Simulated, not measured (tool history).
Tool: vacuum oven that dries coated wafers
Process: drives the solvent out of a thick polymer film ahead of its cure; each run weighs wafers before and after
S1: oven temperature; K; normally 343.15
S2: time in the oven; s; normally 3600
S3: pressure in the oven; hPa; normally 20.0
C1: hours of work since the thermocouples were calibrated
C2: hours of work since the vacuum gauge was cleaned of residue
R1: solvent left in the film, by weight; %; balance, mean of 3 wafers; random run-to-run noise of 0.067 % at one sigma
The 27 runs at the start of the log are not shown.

run 28 hour=326.0 | S1=336.15 S2=4320 S3=50.9 | C1=476 C2=484 | R1=14.29
run 29 hour=335.7 | S1=331.15 S2=3600 S3=27.8 | C1=481 C2=489 | R1=12.75
run 30 hour=343.7 | S1=356.15 S2=2040 S3=10.6 | C1=486 C2=493 | R1=1.73
run 31 hour=353.3 | S1=331.15 S2=2760 S3=60.3 | C1=491 C2=498 | R1=20.87
run 32 hour=369.9 | S1=329.15 S2=2760 S3=60.3 | C1=499 C2=507 | R1=21.88
run 33 hour=379.3 | S1=333.15 S2=1860 S3=27.3 | C1=504 C2=512 | R1=14.38
run 34 hour=394.6 | S1=333.15 S2=1860 S3=27.3 | C1=512 C2=520 | R1=14.53
run 35 hour=406.6 | S1=333.15 S2=5640 S3=18.7 | C1=518 C2=526 | R1=7.27
run 36 hour=413.9 | S1=333.15 S2=2220 S3=57.4 | C1=522 C2=530 | R1=18.49
run 37 hour=422.3 | S1=333.15 S2=2520 S3=10.6 | C1=527 C2=534 | R1=9.62
run 38 hour=433.9 | S1=333.15 S2=2520 S3=10.6 | C1=533 C2=540 | R1=9.64
run 39 hour=441.2 | S1=343.15 S2=3600 S3=12.5 | C1=536 C2=544 | R1=3.45
run 40 hour=457.8 | S1=343.15 S2=3600 S3=12.5 | C1=545 C2=553 | R1=3.49
run 41 hour=465.2 | S1=343.15 S2=3600 S3=12.5 | C1=549 C2=556 | R1=3.39
run 42 hour=472.1 | S1=352.15 S2=4440 S3=53.3 | C1=553 C2=560 | R1=6.70
run 43 hour=487.3 | S1=342.15 S2=4500 S3=13.8 | C1=561 C2=568 | R1=3.45
run 44 hour=502.4 | S1=342.15 S2=4500 S3=13.8 | C1=568 C2=576 | R1=3.38
run 45 hour=515.8 | S1=340.15 S2=2100 S3=14.9 | C1=575 C2=583 | R1=7.82
run 46 hour=531.6 | S1=350.15 S2=3300 S3=19.8 | C1=584 C2=591 | R1=3.19
run 47 hour=547.3 | S1=331.15 S2=6480 S3=15.0 | C1=592 C2=599 | R1=7.02

What if the next run were any one of these 3? Each begins from the tool's condition after run 47:
run A hour=560.0 | S1=331.15 S2=6480 S3=11.3 | C1=599 C2=606 | R1=?
run B hour=560.0 | S1=343.15 S2=3600 S3=15.2 | C1=599 C2=606 | R1=?
run C hour=560.0 | S1=343.15 S2=6000 S3=35.9 | C1=599 C2=606 | R1=?

run=A R1=5.95
run=B R1=4.09
run=C R1=6.84
The same runs, with their run-to-run variation unchanged, on a tool lacking any hidden condition would have given:
run=A R1=5.31
run=B R1=3.69
run=C R1=6.43
